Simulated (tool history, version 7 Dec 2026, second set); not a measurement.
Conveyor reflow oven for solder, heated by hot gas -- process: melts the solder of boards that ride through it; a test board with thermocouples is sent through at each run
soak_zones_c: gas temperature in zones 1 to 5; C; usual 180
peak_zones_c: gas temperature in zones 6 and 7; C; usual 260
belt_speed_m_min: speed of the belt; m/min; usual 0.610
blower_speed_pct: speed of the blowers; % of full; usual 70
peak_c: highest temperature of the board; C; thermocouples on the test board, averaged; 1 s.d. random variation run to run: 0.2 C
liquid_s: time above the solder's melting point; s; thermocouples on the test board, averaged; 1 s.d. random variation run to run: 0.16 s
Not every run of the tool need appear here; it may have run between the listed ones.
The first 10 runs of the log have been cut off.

run   hour  soak_zones_c  peak_zones_c  belt_speed_m_min  blower_speed_pct  peak_c  liquid_s
 11  101.3           180           269             0.610                70   257.8      57.3
 12  112.4           180           260             0.610                70   249.4      52.5
 13  124.4           180           260             0.610                70   249.2      52.7
 14  137.7           170           260             0.610                70   247.5      48.1
 15  144.7           180           260             0.610                70   249.3      52.7
 16  157.4           180           260             0.610                70   249.2      52.3
 17  168.2           166           260             0.722                74   242.8      35.4
 18  176.8           177           250             0.610                70   239.4      44.6
 19  187.8           180           264             0.610                77   253.9      55.6
 20  200.3           180           264             0.610                77   254.1      55.7
 21  209.8           180           264             0.610                77   253.8      55.9
 22  222.3           180           256             0.558                70   246.9      57.0
 23  234.0           182           256             0.558                70   247.7      58.3
 24  247.0           166           263             0.610                70   250.1      48.3
 25  257.7           183           272             0.576                70   262.0      63.9
 26  265.9           184           252             0.552                82   245.9      59.9
 27  276.0           188           260             0.530                70   252.8      67.8
 28  289.4           188           260             0.530                70   253.3      67.7
 29  302.8           192           260             0.610                88   253.4      60.3
     311.1  -- flux residue cleaned out of gas plates and filters
 30  322.3           186           260             0.610                70   249.9      55.3
 31  334.5           175           260             0.610                79   249.6      51.9

Branching from run 31: 3 alternative next runs. What would each branch give?
  A  348.7           172           260             0.610                70       ?         ?
  B  348.7           175           274             0.610                54       ?         ?
  C  348.7           180           260             0.553                76       ?         ?

run  peak_c  liquid_s
  A   247.9      49.0
  B   256.4      54.5
  C   252.1      61.6
Stripped of hidden state, with their random variation kept, the same runs would have yielded:
run  peak_c  liquid_s
  A   247.9      48.9
  B   256.4      54.5
  C   252.1      61.6
